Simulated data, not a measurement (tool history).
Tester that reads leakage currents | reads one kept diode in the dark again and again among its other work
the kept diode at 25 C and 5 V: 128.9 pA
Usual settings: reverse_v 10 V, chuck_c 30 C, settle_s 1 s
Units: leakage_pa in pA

run 1 day=0 | reverse_v=10 chuck_c=30 settle_s=1 | leakage_pa=265.66
run 2 day=9.883 | reverse_v=10 chuck_c=30 settle_s=1 | leakage_pa=263.9
run 3 day=18.567 | reverse_v=10 chuck_c=30 settle_s=1 | leakage_pa=260.59
run 4 day=26.15 | reverse_v=1.7 chuck_c=30 settle_s=1 | leakage_pa=138.05
run 5 day=34.65 | reverse_v=1.7 chuck_c=30 settle_s=1 | leakage_pa=136.98
run 6 day=42.758 | reverse_v=1.7 chuck_c=30 settle_s=1 | leakage_pa=136.16
run 7 day=48.625 | reverse_v=1.7 chuck_c=30 settle_s=1 | leakage_pa=135.82
run 8 day=54.817 | reverse_v=1.7 chuck_c=30 settle_s=1 | leakage_pa=135.96
run 9 day=62.733 | reverse_v=2.2 chuck_c=23 settle_s=6.49 | leakage_pa=75.94
run 10 day=68.283 | reverse_v=2.2 chuck_c=23 settle_s=6.49 | leakage_pa=76.06
run 11 day=72.996 | reverse_v=2.2 chuck_c=23 settle_s=6.49 | leakage_pa=75.18
run 12 day=78.304 | reverse_v=3.9 chuck_c=54 settle_s=0.45 | leakage_pa=1409.65
run 13 day=84.15 | reverse_v=10 chuck_c=42 settle_s=1.43 | leakage_pa=728.49
run 14 day=88.621 | reverse_v=10 chuck_c=47 settle_s=8.63 | leakage_pa=1111.74
run 15 day=95.383 | reverse_v=3.7 chuck_c=30 settle_s=1 | leakage_pa=175.12

Taken out of this log: 2 entries between the listed runs. Where each belongs, and how the hidden state differs across it:
Between runs 2 and 3: tester calibrated (day 14.275)
  stray current of the dirty probe card, pA a volt: 0.166 -> 0.182; current scale over the true one, %: 0.97 -> 0.05; true chuck temperature over the reading, C: -0.25 -> -0.3
  measured less the result without the state, leakage_pa: -2.06 -> -5.51 pA
Between runs 10 and 11: probe card cleaned and baked (day 69.292)
  stray current of the dirty probe card, pA a volt: 0.269 -> 0.032; current scale over the true one, %: 0.23 -> 0.24; true chuck temperature over the reading, C: -0.58 -> -0.61
  measured less the result without the state, leakage_pa: -3.67 -> -4.38 pA

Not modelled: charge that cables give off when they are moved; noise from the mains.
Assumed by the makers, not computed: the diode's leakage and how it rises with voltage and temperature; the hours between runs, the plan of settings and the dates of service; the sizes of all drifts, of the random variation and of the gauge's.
